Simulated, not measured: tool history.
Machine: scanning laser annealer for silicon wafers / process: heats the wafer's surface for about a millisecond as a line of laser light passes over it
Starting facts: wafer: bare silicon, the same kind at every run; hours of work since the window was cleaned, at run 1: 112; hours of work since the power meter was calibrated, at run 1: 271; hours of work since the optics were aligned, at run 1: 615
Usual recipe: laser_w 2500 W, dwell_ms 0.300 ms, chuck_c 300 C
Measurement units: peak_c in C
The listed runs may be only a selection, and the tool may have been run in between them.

| run | hour | laser_w | dwell_ms | chuck_c | hours of work since the window was cleaned | hours of work since the power meter was calibrated | hours of work since the optics were aligned | peak_c |
|---|---|---|---|---|---|---|---|---|
| 1 | 0.0 | 2500 | 0.300 | 300 | 112 | 271 | 615 | 977 |
| 2 | 6.4 | 2500 | 0.300 | 300 | 115 | 275 | 618 | 975 |
| 3 | 14.9 | 2500 | 0.300 | 300 | 119 | 279 | 622 | 977 |
| 4 | 21.6 | 2500 | 0.300 | 300 | 123 | 283 | 626 | 980 |
| 5 | 28.8 | 2500 | 0.300 | 300 | 127 | 286 | 630 | 973 |
| 6 | 37.1 | 2500 | 0.300 | 300 | 131 | 291 | 634 | 973 |
| 7 | 49.7 | 2500 | 0.300 | 300 | 138 | 297 | 641 | 971 |
| 8 | 57.9 | 2500 | 0.300 | 300 | 142 | 302 | 645 | 972 |
| 9 | 70.5 | 2500 | 0.300 | 300 | 149 | 308 | 652 | 969 |
| 10 | 83.1 | 2500 | 0.300 | 300 | 155 | 315 | 658 | 973 |
| 11 | 91.0 | 2500 | 0.300 | 300 | 160 | 319 | 663 | 969 |
| 12 | 102.6 | 2500 | 0.300 | 300 | 166 | 325 | 669 | 969 |
| 13 | 116.1 | 2500 | 0.300 | 300 | 173 | 332 | 676 | 969 |
| 14 | 127.7 | 2500 | 0.300 | 300 | 179 | 338 | 682 | 964 |
| 15 | 140.1 | 2500 | 0.300 | 300 | 185 | 345 | 688 | 966 |
| 16 | 149.5 | 2500 | 0.300 | 300 | 190 | 350 | 693 | 965 |
| 17 | 162.0 | 2500 | 0.300 | 300 | 197 | 357 | 700 | 964 |
|  | 164.6 | window over the wafer cleaned |
| 18 | 171.8 | 2374 | 0.222 | 287 | 4 | 361 | 704 | 816 |
| 19 | 179.2 | 2386 | 0.282 | 293 | 8 | 365 | 708 | 889 |
| 20 | 190.6 | 2386 | 0.282 | 293 | 14 | 371 | 714 | 887 |
|  | 199.9 | window over the wafer cleaned, once more |
| 21 | 205.6 | 2386 | 0.282 | 293 | 3 | 378 | 721 | 930 |
| 22 | 215.7 | 2386 | 0.282 | 293 | 8 | 383 | 726 | 929 |
| 23 | 221.6 | 2386 | 0.282 | 293 | 11 | 386 | 729 | 928 |
| 24 | 229.7 | 2411 | 0.300 | 300 | 16 | 390 | 734 | 961 |
| 25 | 239.6 | 2418 | 0.295 | 272 | 21 | 395 | 739 | 929 |
| 26 | 248.9 | 2233 | 0.283 | 322 | 26 | 400 | 744 | 907 |
| 27 | 259.5 | 2500 | 0.263 | 300 | 31 | 406 | 749 | 946 |
| 28 | 272.5 | 2500 | 0.282 | 319 | 38 | 413 | 756 | 988 |
| 29 | 285.1 | 2258 | 0.287 | 307 | 45 | 419 | 763 | 901 |
| 30 | 293.9 | 2258 | 0.287 | 307 | 50 | 424 | 767 | 901 |
| 31 | 306.7 | 2258 | 0.287 | 307 | 56 | 431 | 774 | 898 |

Below, some changes in peak_c between adjacent runs. For each, the amount present without the hidden state too (settings, incoming material, random variation) and the amount remaining for the hidden state with gauge scatter not shared by both compared results:
Unlogged tool condition in this case: light that passes the window, % of a clean one's; laser's true power over the reading, %; width of the line over the set one, %; drift of the gauge itself on peak_c, C.
Run 17 -> 18: laser_w 2500 -> 2374, dwell_ms 0.300 -> 0.222, chuck_c 300 -> 287, window over the wafer cleaned. peak_c -148 C: hidden state -5, all else -143.
Run 18 -> 19: laser_w 2374 -> 2386, dwell_ms 0.222 -> 0.282, chuck_c 287 -> 293. peak_c +73 C: hidden state -6, all else +79.
Run 20 -> 21: window over the wafer cleaned, once more. peak_c +43 C: hidden state +40, all else +3.
Run 28 -> 29: laser_w 2500 -> 2258, dwell_ms 0.282 -> 0.287, chuck_c 319 -> 307. peak_c -87 C: hidden state +0, all else -87.
